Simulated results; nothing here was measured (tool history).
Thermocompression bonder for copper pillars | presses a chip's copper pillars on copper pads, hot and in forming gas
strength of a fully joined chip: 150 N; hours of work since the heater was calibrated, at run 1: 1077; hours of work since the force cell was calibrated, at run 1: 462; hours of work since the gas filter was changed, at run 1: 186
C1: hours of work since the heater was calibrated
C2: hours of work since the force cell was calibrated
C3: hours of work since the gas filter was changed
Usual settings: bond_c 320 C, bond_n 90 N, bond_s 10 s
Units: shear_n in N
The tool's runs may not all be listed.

run 1 hour=0 | bond_c=320 bond_n=90 bond_s=10 | C1=1077 C2=462 C3=186 | shear_n=66.1
run 2 hour=13.4 | bond_c=320 bond_n=90 bond_s=10 | C1=1086 C2=471 C3=196 | shear_n=66.1
run 3 hour=25.5 | bond_c=320 bond_n=90 bond_s=10 | C1=1095 C2=479 C3=204 | shear_n=67.7
run 4 hour=40.2 | bond_c=320 bond_n=90 bond_s=13 | C1=1105 C2=489 C3=214 | shear_n=72.6
run 5 hour=47.8 | bond_c=320 bond_n=90 bond_s=13 | C1=1110 C2=495 C3=219 | shear_n=72.8
run 6 hour=58.4 | bond_c=320 bond_n=90 bond_s=10 | C1=1117 C2=502 C3=226 | shear_n=67.3
run 7 hour=69.4 | bond_c=320 bond_n=90 bond_s=10 | C1=1125 C2=509 C3=234 | shear_n=66.5
run 8 hour=82.2 | bond_c=320 bond_n=79 bond_s=10 | C1=1133 C2=518 C3=243 | shear_n=62.3
run 9 hour=92.6 | bond_c=320 bond_n=79 bond_s=10 | C1=1140 C2=525 C3=250 | shear_n=62.5
run 10 hour=104.3 | bond_c=320 bond_n=79 bond_s=10 | C1=1148 C2=533 C3=258 | shear_n=62
run 11 hour=112 | bond_c=320 bond_n=79 bond_s=10 | C1=1154 C2=538 C3=263 | shear_n=60.8
run 12 hour=120.9 | bond_c=320 bond_n=79 bond_s=10 | C1=1160 C2=544 C3=269 | shear_n=62.9
run 13 hour=133.5 | bond_c=320 bond_n=79 bond_s=10 | C1=1168 C2=553 C3=278 | shear_n=61.9
run 14 hour=147.8 | bond_c=320 bond_n=79 bond_s=10 | C1=1178 C2=563 C3=287 | shear_n=62.3
run 15 hour=158.6 | bond_c=320 bond_n=79 bond_s=10 | C1=1186 C2=570 C3=295 | shear_n=62.1
-- hour=161.1 force cell calibrated
run 16 hour=169.6 | bond_c=291 bond_n=119 bond_s=10 | C1=1192 C2=6 C3=301 | shear_n=59
run 17 hour=180.7 | bond_c=329 bond_n=100 bond_s=9 | C1=1200 C2=13 C3=309 | shear_n=73.1
run 18 hour=192.1 | bond_c=350 bond_n=90 bond_s=10 | C1=1207 C2=21 C3=317 | shear_n=81.6
run 19 hour=208 | bond_c=313 bond_n=86 bond_s=6 | C1=1218 C2=32 C3=327 | shear_n=50.3
run 20 hour=222.9 | bond_c=320 bond_n=111 bond_s=10 | C1=1228 C2=42 C3=338 | shear_n=71.5
-- hour=226.4 heater calibrated with a thermocouple chip
run 21 hour=236.9 | bond_c=320 bond_n=111 bond_s=10 | C1=7 C2=50 C3=346 | shear_n=65.3
-- hour=239.8 force cell calibrated, once more
-- hour=240.3 forming gas filter changed
run 22 hour=251 | bond_c=320 bond_n=90 bond_s=11 | C1=15 C2=7 C3=7 | shear_n=63.3
run 23 hour=264.5 | bond_c=299 bond_n=55 bond_s=21 | C1=25 C2=17 C3=17 | shear_n=52.2
run 24 hour=280.2 | bond_c=299 bond_n=55 bond_s=21 | C1=35 C2=27 C3=27 | shear_n=52.7
run 25 hour=295.5 | bond_c=299 bond_n=55 bond_s=21 | C1=46 C2=38 C3=38 | shear_n=51.6
run 26 hour=303.2 | bond_c=299 bond_n=55 bond_s=21 | C1=51 C2=43 C3=43 | shear_n=51.6
run 27 hour=317.1 | bond_c=320 bond_n=123 bond_s=6 | C1=61 C2=53 C3=53 | shear_n=59.3

The same runs without the tool's hidden state, with the same run-to-run variation:
The hidden state here: true temperature of the bond over the reading, C; force that reaches the chip, % of what is set; oxide that the forming gas leaves, % of the face; drift of the gauge itself on shear_n, %.
run=1 shear_n=61.2
run=2 shear_n=61.3
run=3 shear_n=62.7
run=4 shear_n=67.6
run=5 shear_n=67.8
run=6 shear_n=62.5
run=7 shear_n=61.7
run=8 shear_n=57.7
run=9 shear_n=58
run=10 shear_n=57.4
run=11 shear_n=56.3
run=12 shear_n=58.3
run=13 shear_n=57.4
run=14 shear_n=57.8
run=15 shear_n=57.7
run=16 shear_n=54.2
run=17 shear_n=68.8
run=18 shear_n=77.9
run=19 shear_n=46.4
run=20 shear_n=67.1
run=21 shear_n=68.9
run=22 shear_n=63.7
run=23 shear_n=52.5
run=24 shear_n=53.1
run=25 shear_n=51.9
run=26 shear_n=51.9
run=27 shear_n=59.8

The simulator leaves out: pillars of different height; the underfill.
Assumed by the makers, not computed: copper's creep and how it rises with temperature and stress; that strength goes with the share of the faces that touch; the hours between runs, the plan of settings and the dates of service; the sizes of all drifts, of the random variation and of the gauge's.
